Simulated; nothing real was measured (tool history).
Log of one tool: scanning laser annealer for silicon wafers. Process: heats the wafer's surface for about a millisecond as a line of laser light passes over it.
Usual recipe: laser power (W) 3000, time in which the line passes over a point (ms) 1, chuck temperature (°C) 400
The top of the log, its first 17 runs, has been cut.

run     day  laser power (W)  time in which the line passes over a point (ms)  chuck temperature (°C)  hours of work since the window was cleaned  hours of work since the power meter was calibrated  hours of work since the optics were aligned  highest temperature of the surface (°C)
 18  20.871             3205                                             0.91                     370                                          97                                                 532                                          221                                     1152
 19  22.225             2765                                             0.77                     416                                         120                                                 555                                          243                                     1042
 20  23.846             3149                                             0.83                     411                                         146                                                 581                                          270                                     1144
 21  25.608             3149                                             0.83                     411                                         176                                                 610                                          299                                     1144
 22  27.283             3241                                             0.86                     361                                         203                                                 638                                          327                                     1128
 23  28.525             3273                                                1                     413                                         224                                                 659                                          347                                     1234
 24  30.058             3000                                             1.12                     422                                         249                                                 684                                          373                                     1212
 25  30.933             3000                                             0.88                     387                                         264                                                 699                                          387                                     1098
 26  31.804             3000                                              0.9                     432                                         278                                                 713                                          402                                     1147
 27  33.196             3000                                             0.88                     404                                         301                                                 736                                          425                                     1113
 28  34.158             3000                                             0.97                     364                                         317                                                 752                                          441                                     1101
 29  35.458             3120                                             1.19                     418                                         338                                                 773                                          462                                     1256
 30  36.996             2913                                                1                     434                                         364                                                 799                                          487                                     1154
 31   37.85             2856                                             0.87                     400                                         378                                                 813                                          502                                     1069
 32  38.938             2856                                             0.87                     400                                         396                                                 831                                          520                                     1067
 33   40.05             2633                                             0.93                     412                                         414                                                 849                                          538                                     1037

5 ways to go on from here, each from the tool as it stands after run 33. What would each give?
  A  41.512             2633                                             1.02                     412                                         438                                                 873                                          562                                        ?
  B  41.512             2610                                             0.88                     413                                         438                                                 873                                          562                                        ?
  C  41.512             3056                                             1.24                     412                                         438                                                 873                                          562                                        ?
  D  41.512             2855                                             0.75                     400                                         438                                                 873                                          562                                        ?
  E  41.512             3004                                             1.22                     396                                         438                                                 873                                          562                                        ?

run  highest temperature of the surface (°C)
  A                                     1068
  B                                     1024
  C                                     1238
  D                                     1022
  E                                     1203
With the hidden condition removed and each run's random variation left untouched, the same runs would have given:
run  highest temperature of the surface (°C)
  A                                     1097
  B                                     1051
  C                                     1275
  D                                     1050
  E                                     1239
